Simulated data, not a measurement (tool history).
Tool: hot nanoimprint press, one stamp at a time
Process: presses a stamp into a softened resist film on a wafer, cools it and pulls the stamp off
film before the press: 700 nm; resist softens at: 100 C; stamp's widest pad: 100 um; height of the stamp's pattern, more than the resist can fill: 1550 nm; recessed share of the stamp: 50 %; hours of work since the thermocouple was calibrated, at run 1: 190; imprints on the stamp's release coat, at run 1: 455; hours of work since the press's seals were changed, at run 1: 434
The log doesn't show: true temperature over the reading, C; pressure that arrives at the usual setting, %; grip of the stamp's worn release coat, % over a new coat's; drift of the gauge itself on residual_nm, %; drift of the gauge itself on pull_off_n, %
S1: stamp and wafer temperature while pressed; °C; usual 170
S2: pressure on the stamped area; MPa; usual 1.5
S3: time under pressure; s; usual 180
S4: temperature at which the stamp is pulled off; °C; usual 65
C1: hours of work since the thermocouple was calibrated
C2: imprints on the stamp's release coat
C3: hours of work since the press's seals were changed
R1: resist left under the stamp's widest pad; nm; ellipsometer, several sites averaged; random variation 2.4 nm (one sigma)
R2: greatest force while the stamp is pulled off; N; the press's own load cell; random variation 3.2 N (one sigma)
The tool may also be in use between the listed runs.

Run 1, hour 0: usual settings; C1 190; C2 455; C3 434. Result: R1 398.2 nm, R2 165 N.
Run 2, hour 32.8: usual settings; C1 204; C2 529; C3 448. Result: R1 406.6 nm, R2 169 N.
Run 3, hour 50.3: usual settings but S3 161 s; C1 211; C2 568; C3 455. Result: R1 417.5 nm, R2 174 N.
Run 4, hour 69.9: usual settings but S3 161 s; C1 219; C2 612; C3 463. Result: R1 417.4 nm, R2 170 N.
Run 5, hour 92.6: usual settings but S3 161 s; C1 228; C2 664; C3 473. Result: R1 417.6 nm, R2 172 N.
Run 6, hour 118.7: usual settings but S3 161 s; C1 239; C2 723; C3 484. Result: R1 420.3 nm, R2 172 N.
Run 7, hour 137.7: usual settings; C1 247; C2 765; C3 491. Result: R1 408.9 nm, R2 167 N.
Run 8, hour 168.4: usual settings but S3 203 s; C1 260; C2 834; C3 504. Result: R1 389.5 nm, R2 173 N.
Run 9, hour 188.9: usual settings but S3 203 s; C1 268; C2 881; C3 513. Result: R1 389.3 nm, R2 172 N.
Run 10, hour 209.2: usual settings but S3 203 s; C1 277; C2 926; C3 521. Result: R1 390.7 nm, R2 179 N.
At hour 215.7: plate thermocouple calibrated.
Run 11, hour 249.2: usual settings but S1 159 °C; C1 14; C2 1010; C3 536. Result: R1 575.4 nm, R2 187 N.
Run 12, hour 269.2: usual settings but S1 159 °C; C1 22; C2 1055; C3 545. Result: R1 577.3 nm, R2 187 N.
Run 13, hour 285.7: usual settings but S1 159 °C; C1 29; C2 1092; C3 551. Result: R1 565.4 nm, R2 181 N.
Run 14, hour 323.6: usual settings but S1 159 °C; C1 45; C2 1178; C3 567. Result: R1 575.7 nm, R2 186 N.
Run 15, hour 359.1: usual settings but S1 174 °C, S2 1.12 MPa, S3 235 s, S4 69 °C; C1 59; C2 1258; C3 582. Result: R1 373.9 nm, R2 171 N.
Run 16, hour 393.1: usual settings but S1 174 °C, S2 1.12 MPa, S3 235 s, S4 69 °C; C1 73; C2 1334; C3 596. Result: R1 374 nm, R2 170 N.
At hour 400.7: plate thermocouple calibrated, once more.
Run 17, hour 431.5: usual settings but S1 174 °C, S2 1.12 MPa, S3 235 s, S4 69 °C; C1 13; C2 1414; C3 611. Result: R1 359.9 nm, R2 170 N.
Run 18, hour 471.6: usual settings but S1 178 °C, S2 1.12 MPa, S3 336 s, S4 69 °C; C1 29; C2 1504; C3 627. Result: R1 273.8 nm, R2 179 N.
Run 19, hour 510.5: usual settings but S1 178 °C, S2 1.12 MPa, S3 336 s, S4 69 °C; C1 45; C2 1592; C3 643. Result: R1 276.1 nm, R2 176 N.
At hour 536.1: stamp cleaned and given a new release coat.
Run 20, hour 542.2: usual settings but S1 172 °C, S2 1.12 MPa, S3 336 s, S4 69 °C; C1 56; C2 14; C3 654. Result: R1 346.1 nm, R2 138 N.
Run 21, hour 564.1: usual settings but S1 172 °C, S2 1.12 MPa, S3 336 s, S4 69 °C; C1 65; C2 64; C3 663. Result: R1 344 nm, R2 142 N.
Run 22, hour 590.5: usual settings but S1 177 °C, S2 2.17 MPa, S3 160 s, S4 59 °C; C1 76; C2 123; C3 674. Result: R1 270.2 nm, R2 177 N.
Run 23, hour 630.5: usual settings but S1 177 °C, S2 2.17 MPa, S3 160 s, S4 59 °C; C1 93; C2 213; C3 690. Result: R1 269.8 nm, R2 185 N.
Run 24, hour 660.1: usual settings but S1 177 °C, S2 2.17 MPa, S3 160 s, S4 59 °C; C1 105; C2 280; C3 703. Result: R1 274.9 nm, R2 184 N.
Run 25, hour 680.1: usual settings but S3 182 s, S4 57 °C; C1 113; C2 325; C3 711. Result: R1 403.9 nm, R2 191 N.
Run 26, hour 713.9: usual settings but S1 176 °C, S2 2.01 MPa, S3 95 s, S4 68 °C; C1 127; C2 401; C3 725. Result: R1 351.7 nm, R2 147 N.
Run 27, hour 747.5: usual settings but S1 176 °C, S2 1.85 MPa, S3 236 s, S4 53 °C; C1 141; C2 477; C3 739. Result: R1 267.4 nm, R2 210 N.

5 ways to go on from here, each from the tool as it stands after run 27. What would each give?
Run A, hour 786.7: usual settings but S1 166 °C, S2 1.85 MPa, S3 236 s, S4 53 °C; C1 157; C2 565; C3 755. Result: R1 ?, R2 ?.
Run B, hour 786.7: usual settings but S1 176 °C, S2 2.37 MPa, S3 271 s, S4 67 °C; C1 157; C2 565; C3 755. Result: R1 ?, R2 ?.
Run C, hour 786.7: usual settings but S1 181 °C, S2 2.37 MPa, S3 336 s; C1 157; C2 565; C3 755. Result: R1 ?, R2 ?.
Run D, hour 786.7: usual settings but S1 176 °C, S2 1.99 MPa, S3 135 s, S4 53 °C; C1 157; C2 565; C3 755. Result: R1 ?, R2 ?.
Run E, hour 786.7: usual settings but S2 1.16 MPa; C1 157; C2 565; C3 755. Result: R1 ?, R2 ?.

run     R1   R2
  A  398.2  217
  B  224.9  162
  C  168.4  164
  D  316.9  207
  E  450.4  171
Without the tool's hidden state the same runs would have given:
run     R1   R2
  A  378.7  199
  B  209.9  148
  C  157.2  150
  D  299.6  190
  E  435.7  156

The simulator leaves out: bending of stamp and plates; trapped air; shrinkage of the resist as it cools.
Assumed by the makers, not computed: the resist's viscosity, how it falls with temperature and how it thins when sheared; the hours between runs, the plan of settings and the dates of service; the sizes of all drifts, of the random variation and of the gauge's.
